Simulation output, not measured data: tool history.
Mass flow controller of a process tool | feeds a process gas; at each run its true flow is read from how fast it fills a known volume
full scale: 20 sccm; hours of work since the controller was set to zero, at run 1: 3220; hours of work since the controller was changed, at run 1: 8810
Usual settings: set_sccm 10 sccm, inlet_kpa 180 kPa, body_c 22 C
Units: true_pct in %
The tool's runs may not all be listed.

run     hour  set_sccm  inlet_kpa  body_c  hours of work since the controller was set to zero  hours of work since the controller was changed  true_pct
  1        0        10        180      22                                                3220                                            8810     96.41
  2    326.1        10        180      22                                                3400                                            8990     96.33
  3    640.4        10        180      29                                                3574                                            9163     96.88
  4   1078.6        10        180      22                                                3815                                            9405     96.01
  5   1451.1        10        180      22                                                4021                                            9611     95.92
  6   1896.9        10        180      22                                                4267                                            9857     95.79
  7   2147.2        10        180      22                                                4406                                            9995     95.63
  8   2523.1        10        180      24                                                4613                                           10203     95.74
  9   2865.8        10        172      22                                                4802                                           10392     95.43
 10   3118.4        10        171      22                                                4942                                           10531     95.15
 11   3530.8        10        171      22                                                5169                                           10759     95.02
 12   3808.5        10        171      22                                                5323                                           10912     95.07
      3935.1  -- controller's zero set anew
 13   4133.5        11        171      22                                                 110                                           11092     94.49
 14     4486        10        180      22                                                 304                                           11286     94.14
 15   4950.5        10        180      27                                                 561                                           11543     94.32
 16   5243.7        10        180      27                                                 723                                           11705     94.29
 17     5728        10        180      27                                                 990                                           11972     94.23
      5826.6  -- controller's zero set anew, once more
 18   6175.3         8        180      22                                                 193                                           12219     97.17
 19   6688.2         8        180      22                                                 476                                           12502     97.18
 20     6949         8        180      22                                                 620                                           12646     96.91
 21   7379.2        10        180      22                                                 857                                           12884     96.97
 22     7756        10        180      22                                                1065                                           13092     96.68
 23   8159.5        10        180      22                                                1288                                           13314      96.5
 24   8500.7        10        180      22                                                1477                                           13503     96.51
 25   8980.5        10        180      22                                                1741                                           13768     96.47
 26   9469.7        10        180      22                                                2012                                           14038     96.16
 27   9709.9        10        180      22                                                2144                                           14170     96.15
      9922.7  -- controller exchanged for a calibrated one
 28   9925.7         3        142      22                                                   2                                               2     98.37
 29  10407.2         3        166      22                                                 267                                             267     98.06
 30  10840.6         3        162      22                                                 507                                             507     97.68
 31  11243.9         7        181      31                                                 730                                             730     99.09
 32  11538.4         4        142      27                                                 892                                             892     97.67
 33  11884.1        11        142      22                                                1083                                            1083     98.33
 34  12234.5        11        142      22                                                1277                                            1277     98.22
 35  12688.6         4        272      35                                                1527                                            1527     98.45
 36  13132.2         4        235      29                                                1772                                            1772     97.32
 37  13340.3         4        235      29                                                1887                                            1887     97.15
 38  13667.4         6        164      22                                                2068                                            2068     96.85
 39  14099.5        10        187      22                                                2306                                            2306     97.77
 40  14319.3        10        187      22                                                2428                                            2428     97.54
 41  14781.7         8        263      29                                                2683                                            2683     98.01
 42  15218.3         8        147      30                                                2924                                            2924     97.28
 43  15496.5         8        147      30                                                3078                                            3078     97.05
 44  15843.6         3        147      30                                                3269                                            3269     93.43
 45  16059.2        16        255      32                                                3388                                            3388     99.24
 46    16398        16        255      32                                                3575                                            3575     99.01
 47  16904.3        10        180      21                                                3855                                            3855     96.51

Some steps in true_pct between neighbouring runs. How much of each would the tool show without its hidden state too (settings, what came in, random variation), and how much is left for the hidden state, with any gauge scatter that isn't in both results?
The hidden state here: flow at rest that the sensor doesn't see, % of full scale; true flow over the shown one, %; drift of the gauge itself on true_pct, %.
Run 17 -> 18: set_sccm 10 -> 8, body_c 27 -> 22, controller's zero set anew, once more. true_pct +2.94 %: hidden state +3.56, all else -0.62.
Run 43 -> 44: set_sccm 8 -> 3. true_pct -3.62 %: hidden state -3.58, all else -0.04.
Run 44 -> 45: set_sccm 3 -> 16, inlet_kpa 147 -> 255, body_c 30 -> 32. true_pct +5.81 %: hidden state +4.4, all else +1.41.
